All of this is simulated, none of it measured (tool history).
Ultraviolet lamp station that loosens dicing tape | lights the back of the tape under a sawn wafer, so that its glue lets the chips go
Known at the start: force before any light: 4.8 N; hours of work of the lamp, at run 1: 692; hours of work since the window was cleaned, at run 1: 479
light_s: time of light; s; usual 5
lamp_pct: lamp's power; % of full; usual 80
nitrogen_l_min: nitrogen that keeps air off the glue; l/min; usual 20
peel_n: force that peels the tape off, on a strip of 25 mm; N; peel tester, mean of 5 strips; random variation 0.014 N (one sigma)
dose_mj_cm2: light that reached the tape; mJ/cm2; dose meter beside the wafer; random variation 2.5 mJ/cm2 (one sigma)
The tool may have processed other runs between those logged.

| run | hour | light_s | lamp_pct | nitrogen_l_min | hours of work of the lamp | hours of work since the window was cleaned | peel_n | dose_mj_cm2 |
|---|---|---|---|---|---|---|---|---|
| 1 | 0 | 5 | 80 | 20 | 692 | 479 | 0.928 | 247 |
| 2 | 17.8 | 5 | 80 | 20 | 701 | 489 | 0.922 | 245 |
| 3 | 51.9 | 5 | 80 | 20 | 720 | 507 | 0.993 | 247 |
| 4 | 80.2 | 5 | 80 | 20 | 735 | 522 | 0.954 | 242 |
| 5 | 107.3 | 5 | 80 | 20 | 750 | 537 | 0.957 | 243 |
| 6 | 145.9 | 5 | 80 | 20 | 771 | 558 | 0.99 | 240 |
| 7 | 162.5 | 5 | 80 | 20 | 779 | 567 | 0.984 | 236 |
| 8 | 201.2 | 5 | 80 | 20 | 800 | 588 | 0.959 | 239 |
| 9 | 236.3 | 5 | 80 | 20 | 819 | 607 | 1.005 | 234 |
|  | 248.4 | window cleaned of glue's vapour |
| 10 | 268.9 | 5 | 84 | 20 | 837 | 11 | 1.098 | 223 |
| 11 | 292.1 | 5 | 84 | 20 | 849 | 24 | 1.114 | 219 |
| 12 | 311.1 | 5 | 71 | 20 | 859 | 34 | 1.439 | 185 |
| 13 | 349.2 | 5 | 71 | 20 | 880 | 54 | 1.371 | 184 |
| 14 | 384.6 | 3 | 80 | 20 | 899 | 73 | 2.022 | 123 |
|  | 401.4 | window cleaned of glue's vapour, once more |
| 15 | 425.2 | 3 | 80 | 20 | 921 | 13 | 1.672 | 155 |
| 16 | 459.8 | 4 | 80 | 20 | 939 | 32 | 1.21 | 204 |
| 17 | 492 | 4 | 80 | 20 | 957 | 49 | 1.168 | 204 |
| 18 | 531.9 | 4 | 80 | 20 | 978 | 70 | 1.236 | 202 |
| 19 | 551.5 | 5 | 80 | 20 | 989 | 81 | 0.861 | 251 |
| 20 | 591.2 | 5 | 80 | 20 | 1010 | 102 | 0.918 | 253 |
| 21 | 617.6 | 4 | 80 | 20 | 1025 | 117 | 1.27 | 203 |
| 22 | 650.5 | 5 | 80 | 20 | 1042 | 134 | 0.901 | 247 |
| 23 | 687.2 | 5 | 80 | 20 | 1062 | 154 | 0.924 | 246 |
| 24 | 726.3 | 5 | 80 | 9 | 1083 | 175 | 1.535 | 244 |
| 25 | 754.1 | 5 | 66 | 20 | 1098 | 190 | 1.245 | 197 |
| 26 | 773.5 | 5 | 81 | 30 | 1109 | 201 | 0.728 | 244 |
| 27 | 801.5 | 10 | 76 | 10 | 1124 | 216 | 0.576 | 453 |
| 28 | 833.3 | 9 | 84 | 32 | 1141 | 233 | 0.273 | 445 |
| 29 | 852.2 | 9 | 84 | 32 | 1151 | 243 | 0.256 | 450 |
| 30 | 882.3 | 9 | 84 | 32 | 1168 | 260 | 0.271 | 445 |
| 31 | 910.6 | 9 | 84 | 32 | 1183 | 275 | 0.279 | 442 |
| 32 | 949.6 | 3 | 80 | 20 | 1204 | 296 | 1.857 | 137 |

Expected results for the next run?
| 33 | 983.2 | 3 | 80 | 20 | 1222 | 314 | ? | ? |

{"run 33": {"peel_n": 1.893, "dose_mj_cm2": 139}}
On a tool with no hidden condition, and with the same random variation, this run would have come out at peel_n 1.39 N, dose_mj_cm2 186 mJ/cm2.
